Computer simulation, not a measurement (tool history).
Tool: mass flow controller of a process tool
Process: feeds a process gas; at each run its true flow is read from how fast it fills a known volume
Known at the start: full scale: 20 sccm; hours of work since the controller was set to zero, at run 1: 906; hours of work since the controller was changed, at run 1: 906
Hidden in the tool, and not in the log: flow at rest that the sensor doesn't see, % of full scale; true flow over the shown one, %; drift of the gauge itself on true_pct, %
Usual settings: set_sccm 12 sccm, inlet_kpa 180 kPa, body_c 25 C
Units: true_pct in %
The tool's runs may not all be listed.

run,day,set_sccm,inlet_kpa,body_c,hours of work since the controller was set to zero,hours of work since the controller was changed,true_pct
1,0.000,12,180,25,906,906,98.85
2,9.383,12,180,36,1083,1083,100.03
3,23.558,12,180,36,1350,1350,99.77
4,35.233,12,180,33,1570,1570,99.56
5,42.404,12,180,33,1706,1706,99.53
6,48.896,12,180,33,1828,1828,99.39
7,60.142,12,160,39,2040,2040,99.75
8,70.888,12,160,39,2243,2243,99.81
9,81.667,10,160,27,2446,2446,98.33
10,96.329,8,187,27,2722,2722,98.35
11,109.104,6,187,28,2963,2963,98.19

Forecast each of these 5 alternatives for the next run:
A,122.450,12,237,22,3215,3215,?
B,122.450,4,187,22,3215,3215,?
C,122.450,3,230,33,3215,3215,?
D,122.450,3,228,22,3215,3215,?
E,122.450,5,180,25,3215,3215,?

run,true_pct
A,98.62
B,97.19
C,98.53
D,97.47
E,97.64
Without the tool's hidden state the same runs would have given:
run,true_pct
A,99.11
B,97.69
C,99.04
D,97.97
E,98.14
